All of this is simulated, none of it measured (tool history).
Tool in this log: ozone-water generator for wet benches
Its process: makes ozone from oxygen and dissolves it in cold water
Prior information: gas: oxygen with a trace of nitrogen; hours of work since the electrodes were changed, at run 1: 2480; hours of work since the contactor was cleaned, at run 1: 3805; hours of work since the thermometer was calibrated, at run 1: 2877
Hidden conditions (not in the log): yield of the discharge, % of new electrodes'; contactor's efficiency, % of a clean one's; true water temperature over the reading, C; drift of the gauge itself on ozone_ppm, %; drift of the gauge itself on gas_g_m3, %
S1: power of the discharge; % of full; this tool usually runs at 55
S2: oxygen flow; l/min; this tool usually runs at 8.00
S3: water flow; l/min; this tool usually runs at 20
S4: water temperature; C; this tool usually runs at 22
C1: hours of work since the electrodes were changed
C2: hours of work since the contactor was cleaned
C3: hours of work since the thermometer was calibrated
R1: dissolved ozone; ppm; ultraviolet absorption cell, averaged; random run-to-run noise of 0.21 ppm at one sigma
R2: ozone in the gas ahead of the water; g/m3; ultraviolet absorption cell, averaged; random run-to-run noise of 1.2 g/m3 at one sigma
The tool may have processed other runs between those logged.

run,day,S1,S2,S3,S4,C1,C2,C3,R1,R2
1,0.000,55,8.00,20,22,2480,3805,2877,27.0,201.4
2,2.988,56,8.00,20,22,2551,3876,2949,27.0,203.9
3,5.579,55,8.00,20,18,2613,3938,3011,28.7,201.6
4,7.392,55,8.00,20,18,2657,3982,3054,28.6,200.2
5,9.567,55,8.00,20,18,2709,4034,3106,28.7,202.3
6,13.246,55,8.00,20,25,2796,4121,3194,25.0,199.0
7,16.008,55,8.45,20,22,2863,4188,3260,26.1,193.0
8,18.808,99,8.00,20,22,2930,4255,3327,39.0,297.6
9,21.088,55,8.00,20,22,2984,4309,3382,26.0,198.3
10,22.867,55,8.00,20,22,3027,4352,3424,26.0,198.0
11,26.892,55,8.00,15,22,3123,4448,3520,31.4,199.7
12,30.062,55,8.00,20,30,3199,4524,3596,22.2,197.9
13,32.150,55,8.00,20,30,3249,4574,3646,22.0,196.7
14,33.883,50,4.20,20,22,3290,4615,3688,27.1,284.5
15,37.346,73,8.00,28,18,3373,4698,3771,26.0,239.3
16,40.354,73,4.59,19,18,3445,4770,3843,38.3,346.5
17,43.129,64,11.57,19,23,3511,4836,3909,25.5,170.1
18,47.121,57,7.30,20,22,3607,4932,4004,26.8,215.0
# day 47.325: water thermometer calibrated
19,49.512,55,4.17,15,22,3664,4989,52,35.7,302.8
# day 50.679: contactor cleaned
20,51.512,97,4.45,28,15,3708,20,96,36.5,420.0
21,53.604,66,5.53,23,19,3757,70,146,31.5,277.7
22,55.579,55,6.19,20,19,3805,117,193,30.6,229.6
23,59.183,55,8.00,21,22,3891,203,280,26.5,195.5
24,61.521,49,7.94,18,22,3947,259,336,26.7,181.1
25,65.325,72,8.00,30,14,4038,350,427,27.5,231.2

Across each entry between runs, compare the hidden state at the last listed run before it with the hidden state at the first listed run after it:
From run 18 to run 19: water thermometer calibrated (day 47.325)
  yield of the discharge, % of new electrodes': 89.7 -> 89.6; contactor's efficiency, % of a clean one's: 81.4 -> 81.2; true water temperature over the reading, C: 0.24 -> 0.32
  the result without the hidden state subtracted from the measured one, R1: -5.1 -> -6.0 ppm; R2: -20.9 -> -29.1 g/m3
From run 19 to run 20: contactor cleaned (day 50.679)
  yield of the discharge, % of new electrodes': 89.6 -> 89.5; contactor's efficiency, % of a clean one's: 81.2 -> 99.9
  the result without the hidden state subtracted from the measured one, R1: -6.0 -> -5.5 ppm; R2: -29.1 -> -61.5 g/m3
